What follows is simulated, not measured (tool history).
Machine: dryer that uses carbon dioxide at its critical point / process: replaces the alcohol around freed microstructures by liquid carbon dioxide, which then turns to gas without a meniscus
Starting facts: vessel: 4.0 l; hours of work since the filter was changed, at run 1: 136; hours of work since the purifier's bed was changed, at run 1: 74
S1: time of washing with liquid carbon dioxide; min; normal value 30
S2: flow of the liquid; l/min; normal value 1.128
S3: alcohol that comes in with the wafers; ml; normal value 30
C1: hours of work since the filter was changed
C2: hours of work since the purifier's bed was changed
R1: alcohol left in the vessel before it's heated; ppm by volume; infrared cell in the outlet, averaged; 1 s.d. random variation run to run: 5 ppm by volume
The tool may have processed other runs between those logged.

run,hour,S1,S2,S3,C1,C2,R1
1,0,30,1.128,30,136,74,40
2,27.4,30,1.128,44,145,83,30
3,42.2,30,1.128,44,150,88,39
4,60.7,30,1.128,30,156,94,27
5,84.1,30,1.128,30,164,102,35
6,103.4,30,1.128,30,170,108,44
7,125.5,26,1.57,37,177,116,35
8,149.6,25,0.99,34,185,124,81
9,171.1,25,0.99,34,193,131,89
10,195.6,25,0.99,34,201,139,100
11,210.5,25,0.99,34,206,144,88

Here are 3 independent what-if runs from the current tool condition. What would each one return?
A,228.4,45,0.99,34,212,150,?
B,228.4,39,1.128,30,212,150,?
C,228.4,25,1.19,98,212,150,?

run,R1
A,48
B,39
C,97
The same runs, with their run-to-run variation unchanged, on a tool lacking any hidden condition would have given:
run,R1
A,11
B,3
C,52
